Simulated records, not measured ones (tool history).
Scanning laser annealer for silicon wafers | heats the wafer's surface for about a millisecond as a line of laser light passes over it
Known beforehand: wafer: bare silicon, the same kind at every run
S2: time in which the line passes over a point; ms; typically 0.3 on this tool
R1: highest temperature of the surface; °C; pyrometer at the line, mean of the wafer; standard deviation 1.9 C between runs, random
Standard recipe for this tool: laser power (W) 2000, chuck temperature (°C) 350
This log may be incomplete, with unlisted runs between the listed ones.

Run 1, hour 0: usual settings. Result: R1 1096 °C.
Run 2, hour 49.4: usual settings. Result: R1 1097 °C.
Run 3, hour 119.3: usual settings but chuck temperature (°C) 338. Result: R1 1082 °C.
Run 4, hour 197.7: usual settings. Result: R1 1096 °C.
Run 5, hour 284.8: usual settings. Result: R1 1093 °C.
Run 6, hour 331.1: usual settings. Result: R1 1095 °C.
Run 7, hour 402.2: usual settings but chuck temperature (°C) 324. Result: R1 1064 °C.
Run 8, hour 482.6: usual settings. Result: R1 1086 °C.
Run 9, hour 544.8: usual settings but chuck temperature (°C) 335. Result: R1 1071 °C.
Run 10, hour 631.9: usual settings but S2 0.278 ms. Result: R1 1054 °C.
Run 11, hour 712.7: usual settings but S2 0.278 ms. Result: R1 1052 °C.
Run 12, hour 756.3: usual settings. Result: R1 1082 °C.
At hour 817.4: optics aligned, line set to its width.
Run 13, hour 849.3: usual settings. Result: R1 1085 °C.
Run 14, hour 928.9: usual settings. Result: R1 1083 °C.
Run 15, hour 977.6: usual settings but laser power (W) 2179, S2 0.254 ms, chuck temperature (°C) 379. Result: R1 1108 °C.
Run 16, hour 1028.6: usual settings but laser power (W) 2179, S2 0.254 ms, chuck temperature (°C) 379. Result: R1 1110 °C.
Run 17, hour 1088.9: usual settings but laser power (W) 2004, S2 0.221 ms, chuck temperature (°C) 364. Result: R1 985 °C.
Run 18, hour 1162.3: usual settings but laser power (W) 2004, S2 0.221 ms, chuck temperature (°C) 364. Result: R1 984 °C.
At hour 1182.4: window over the wafer cleaned.
Run 19, hour 1216.7: usual settings but laser power (W) 2004, S2 0.221 ms, chuck temperature (°C) 364. Result: R1 969 °C.
Run 20, hour 1287.5: usual settings but laser power (W) 1916, S2 0.251 ms, chuck temperature (°C) 347. Result: R1 960 °C.
Run 21, hour 1324.5: usual settings but laser power (W) 1916, S2 0.251 ms, chuck temperature (°C) 347. Result: R1 959 °C.
Run 22, hour 1380.8: usual settings but laser power (W) 1733, S2 0.248 ms, chuck temperature (°C) 347. Result: R1 897 °C.
At hour 1397.1: window over the wafer cleaned, once more.
Run 23, hour 1431.2: usual settings but laser power (W) 1733, S2 0.248 ms, chuck temperature (°C) 347. Result: R1 936 °C.
Run 24, hour 1488.8: usual settings but laser power (W) 1719, S2 0.29 ms, chuck temperature (°C) 333. Result: R1 967 °C.
Run 25, hour 1543.2: usual settings but laser power (W) 1943. Result: R1 1079 °C.
Run 26, hour 1618.7: usual settings but laser power (W) 1972, S2 0.249 ms, chuck temperature (°C) 310. Result: R1 976 °C.
Run 27, hour 1684.3: usual settings but laser power (W) 1972, S2 0.249 ms, chuck temperature (°C) 310. Result: R1 976 °C.
Run 28, hour 1761.5: usual settings but laser power (W) 2076, S2 0.275 ms, chuck temperature (°C) 316. Result: R1 1055 °C.

Forecast each of these 3 alternatives for the next run:
Run A, hour 1848: usual settings but laser power (W) 1964, S2 0.275 ms, chuck temperature (°C) 316. Result: R1 ?.
Run B, hour 1848: usual settings but laser power (W) 1830, S2 0.219 ms, chuck temperature (°C) 389. Result: R1 ?.
Run C, hour 1848: usual settings but laser power (W) 1981, S2 0.227 ms. Result: R1 ?.

run    R1
  A  1010
  B   962
  C   985
What these runs would have given with no unlogged condition in the tool:
run    R1
  A  1033
  B   981
  C  1006
